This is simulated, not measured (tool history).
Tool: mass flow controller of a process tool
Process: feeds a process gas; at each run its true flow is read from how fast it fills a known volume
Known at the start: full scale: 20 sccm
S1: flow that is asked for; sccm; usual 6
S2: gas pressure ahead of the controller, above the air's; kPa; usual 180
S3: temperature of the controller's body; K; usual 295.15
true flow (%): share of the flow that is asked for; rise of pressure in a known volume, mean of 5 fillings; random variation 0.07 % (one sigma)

Run 1, day 0: usual settings. Result: true flow (%) 95.45.
Run 2, day 18.017: usual settings. Result: true flow (%) 95.49.
At day 36.321: controller's zero set anew.
Run 3, day 39.317: usual settings. Result: true flow (%) 96.56.
Run 4, day 56.796: usual settings but S3 307.15 K. Result: true flow (%) 95.93.
Run 5, day 73.421: usual settings but S3 305.15 K. Result: true flow (%) 95.95.
Run 6, day 89.175: usual settings but S3 305.15 K. Result: true flow (%) 95.96.
Run 7, day 106.146: usual settings but S3 305.15 K. Result: true flow (%) 95.8.
Run 8, day 123.638: usual settings but S3 305.15 K. Result: true flow (%) 95.67.
Run 9, day 136.9: usual settings. Result: true flow (%) 95.96.
Run 10, day 154.488: usual settings. Result: true flow (%) 95.9.
Run 11, day 172.854: usual settings. Result: true flow (%) 95.71.
Run 12, day 182.283: usual settings. Result: true flow (%) 95.73.
Run 13, day 198.704: usual settings. Result: true flow (%) 95.71.
Run 14, day 221.833: usual settings. Result: true flow (%) 95.63.
Run 15, day 236.008: usual settings but S3 310.15 K. Result: true flow (%) 94.97.
Run 16, day 247.758: usual settings but S1 3 sccm, S2 185 kPa, S3 294.15 K. Result: true flow (%) 94.65.
Run 17, day 257.288: usual settings but S1 8 sccm, S3 305.15 K. Result: true flow (%) 95.53.
Run 18, day 278.117: usual settings but S1 8 sccm, S3 305.15 K. Result: true flow (%) 95.31.
Run 19, day 298.829: usual settings but S1 8 sccm, S2 276 kPa, S3 306.15 K. Result: true flow (%) 94.77.
Run 20, day 319.604: usual settings but S1 18 sccm, S2 276 kPa, S3 293.15 K. Result: true flow (%) 96.73.
Run 21, day 329.804: usual settings but S1 18 sccm, S2 276 kPa, S3 293.15 K. Result: true flow (%) 96.82.
Run 22, day 348.858: usual settings but S1 18 sccm, S2 276 kPa, S3 293.15 K. Result: true flow (%) 96.6.
Run 23, day 363.775: usual settings but S1 13 sccm, S2 276 kPa, S3 298.15 K. Result: true flow (%) 95.66.
Run 24, day 375.667: usual settings but S3 309.15 K. Result: true flow (%) 94.12.
Run 25, day 396.762: usual settings but S3 309.15 K. Result: true flow (%) 94.14.
Run 26, day 418.954: usual settings but S1 7 sccm, S2 228 kPa, S3 305.15 K. Result: true flow (%) 94.4.
Run 27, day 437.058: usual settings but S2 156 kPa. Result: true flow (%) 94.55.
Run 28, day 453.658: usual settings but S1 3 sccm, S3 300.15 K. Result: true flow (%) 92.94.

3 ways to go on from here, each from the tool as it stands after run 28. What would each give?
Run A, day 464.271: usual settings but S1 3 sccm, S2 266 kPa, S3 311.15 K. Result: true flow (%) ?.
Run B, day 464.271: usual settings but S2 147 kPa, S3 297.15 K. Result: true flow (%) ?.
Run C, day 464.271: usual settings but S1 9 sccm, S2 226 kPa. Result: true flow (%) ?.

run  true flow (%)
  A          92.04
  B          94.49
  C          94.74
Without the tool's hidden state the same runs would have given:
run  true flow (%)
  A          96.95
  B          98.52
  C          98.47
